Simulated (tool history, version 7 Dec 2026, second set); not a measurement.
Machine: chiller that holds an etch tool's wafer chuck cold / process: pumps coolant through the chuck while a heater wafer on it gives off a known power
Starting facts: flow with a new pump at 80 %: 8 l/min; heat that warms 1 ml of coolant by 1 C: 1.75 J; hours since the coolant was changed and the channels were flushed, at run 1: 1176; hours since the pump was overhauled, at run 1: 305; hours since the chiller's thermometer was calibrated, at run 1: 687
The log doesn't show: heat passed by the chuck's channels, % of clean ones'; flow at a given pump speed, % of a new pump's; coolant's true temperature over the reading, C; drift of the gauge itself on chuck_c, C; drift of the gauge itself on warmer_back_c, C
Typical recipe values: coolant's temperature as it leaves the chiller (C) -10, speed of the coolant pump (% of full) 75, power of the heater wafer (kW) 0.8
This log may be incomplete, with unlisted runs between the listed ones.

| run | hour | coolant's temperature as it leaves the chiller (C) | speed of the coolant pump (% of full) | power of the heater wafer (kW) | hours since the coolant was changed and the channels were flushed | hours since the pump was overhauled | hours since the chiller's thermometer was calibrated | chuck's temperature once it has settled (C) | how much warmer the coolant comes back (C) |
|---|---|---|---|---|---|---|---|---|---|
| 1 | 0 | -10 | 75 | 0.8 | 1176 | 305 | 687 | -3.2 | 3.65 |
| 2 | 20.1 | -10 | 75 | 0.8 | 1196 | 325 | 708 | -3.2 | 3.69 |
| 3 | 39 | -10 | 75 | 0.8 | 1215 | 344 | 726 | -3.2 | 3.71 |
| 4 | 55.7 | -10 | 75 | 0.8 | 1231 | 361 | 743 | -3.3 | 3.64 |
| 5 | 74.9 | -10 | 75 | 0.8 | 1251 | 380 | 762 | -3.1 | 3.74 |
| 6 | 93.9 | -10 | 75 | 0.435 | 1270 | 399 | 781 | -6.4 | 2.05 |
| 7 | 121.7 | -15 | 75 | 0.558 | 1297 | 427 | 809 | -10.2 | 2.63 |
| 8 | 143.1 | -14 | 74 | 1.187 | 1319 | 448 | 831 | -3.7 | 5.58 |
| 9 | 156.7 | -10 | 85 | 0.8 | 1332 | 462 | 844 | -3.8 | 3.21 |
| 10 | 177 | -14 | 73 | 0.885 | 1353 | 482 | 864 | -6.1 | 4.24 |
| 11 | 206.9 | -7 | 89 | 0.8 | 1383 | 512 | 894 | -1 | 3.04 |

4 options for the next run, each taken on its own from the tool as it stands now. Forecast them:
| A | 225.4 | -7 | 89 | 0.451 | 1401 | 531 | 913 | ? | ? |
| B | 225.4 | -10 | 62 | 0.8 | 1401 | 531 | 913 | ? | ? |
| C | 225.4 | -7 | 89 | 1.061 | 1401 | 531 | 913 | ? | ? |
| D | 225.4 | -15 | 76 | 0.8 | 1401 | 531 | 913 | ? | ? |

| run | chuck's temperature once it has settled (C) | how much warmer the coolant comes back (C) |
|---|---|---|
| A | -3.8 | 1.75 |
| B | -1.7 | 4.63 |
| C | 0.8 | 4.04 |
| D | -8.1 | 3.67 |
With the hidden condition removed and each run's random variation left untouched, the same runs would have given:
| run | chuck's temperature once it has settled (C) | how much warmer the coolant comes back (C) |
|---|---|---|
| A | -3.7 | 1.74 |
| B | -1.8 | 4.61 |
| C | 0.7 | 4.01 |
| D | -8.2 | 3.65 |
